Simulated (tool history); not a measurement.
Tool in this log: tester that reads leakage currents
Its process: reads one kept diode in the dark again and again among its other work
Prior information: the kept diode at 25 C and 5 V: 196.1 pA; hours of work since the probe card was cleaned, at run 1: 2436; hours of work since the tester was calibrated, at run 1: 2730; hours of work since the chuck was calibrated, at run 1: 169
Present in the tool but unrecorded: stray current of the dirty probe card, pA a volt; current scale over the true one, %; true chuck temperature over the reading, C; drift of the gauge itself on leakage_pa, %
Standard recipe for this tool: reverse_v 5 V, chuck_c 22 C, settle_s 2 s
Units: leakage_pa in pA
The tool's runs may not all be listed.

run,day,reverse_v,chuck_c,settle_s,hours of work since the probe card was cleaned,hours of work since the tester was calibrated,hours of work since the chuck was calibrated,leakage_pa
1,0,5,22,2,2436,2730,169,148.85
2,3.004,5,41,2,2482,2776,215,794.5
3,6.904,5,22,2,2540,2834,273,148.59
4,9.162,5,22,2,2574,2869,308,148.49
5,12.212,5,22,2,2620,2915,354,149.24
6,15.092,5,22,2,2664,2958,397,148.89
7,17.612,5,22,2,2702,2996,435,149.13
8,20.417,3.1,22,2,2744,3038,477,121.73
9,24.704,5,53,2,2809,3103,542,2076.37
10,27.762,5,53,2,2855,3149,588,2085.31
# day 29.9: tester calibrated
11,32.242,5,22,2,2922,35,655,148.97
12,34.221,5,21,2,2951,65,684,135.82
13,36.9,4.67,22,2,2992,106,725,144.56
14,40.729,4.67,22,2,3050,163,783,145.02
15,44.283,4.67,22,2,3103,217,836,144.57
16,48.75,4.67,22,2,3171,285,904,145.18
17,50.783,1.07,22,2,3201,315,934,77.93
18,53.517,5,22,2,3243,356,976,149.25
19,58.204,5,22,2,3313,427,1046,148.48
20,62.538,5,22,2,3379,493,1112,149.06
# day 64.758: chuck's temperature calibrated
21,67.083,5,22,2,3446,560,35,148.56
# day 70.092: probe card cleaned and baked
22,70.546,5,56,0.92,7,610,86,2617.29
23,74.833,5,22,0.43,72,675,150,151.57
24,76.867,6.91,22,1.7,102,706,181,170.45
25,80.696,6.91,22,1.7,160,764,239,171.13
26,85.346,16.79,25,0.54,230,834,309,334.75
27,88.225,16.79,28,2.49,274,877,352,429.25
28,92.108,11.76,44,1.88,332,936,411,1454.78
29,94.321,5,41,2,366,969,444,794.23
30,98.417,13.8,28,2.47,427,1031,506,395.54
31,101.108,8.92,36,0.52,468,1072,547,668.28
32,103.754,8.92,32,0.31,508,1112,587,477.5
33,106.229,8.92,35,0.95,545,1149,624,610.02
34,110.938,10.26,32,1.54,617,1220,695,498.49
35,114.979,10.26,32,1.54,678,1281,756,497.65
36,118.279,5,22,9,727,1331,806,148.63
37,122.488,5,22,9,791,1394,869,148.9
38,125.371,5,22,9,834,1438,913,148.17
39,127.492,4.51,22,2.61,866,1470,945,142.3
40,129.692,4.51,22,2.61,900,1503,978,141.83
41,132.396,4.51,22,2.61,940,1544,1019,142.66

Consider 3 possible next runs. They are alternatives, not a sequence: every one starts from the tool as it was left by run 41. What does each give?
A,134.517,9.57,22,2.61,972,1576,1051,?
B,134.517,5,22,6.68,972,1576,1051,?
C,134.517,5,22,0.83,972,1576,1051,?

run,leakage_pa
A,194.12
B,148.29
C,149.96
With no hidden state in the tool, these same runs would have given:
run,leakage_pa
A,194.33
B,148.45
C,150.12
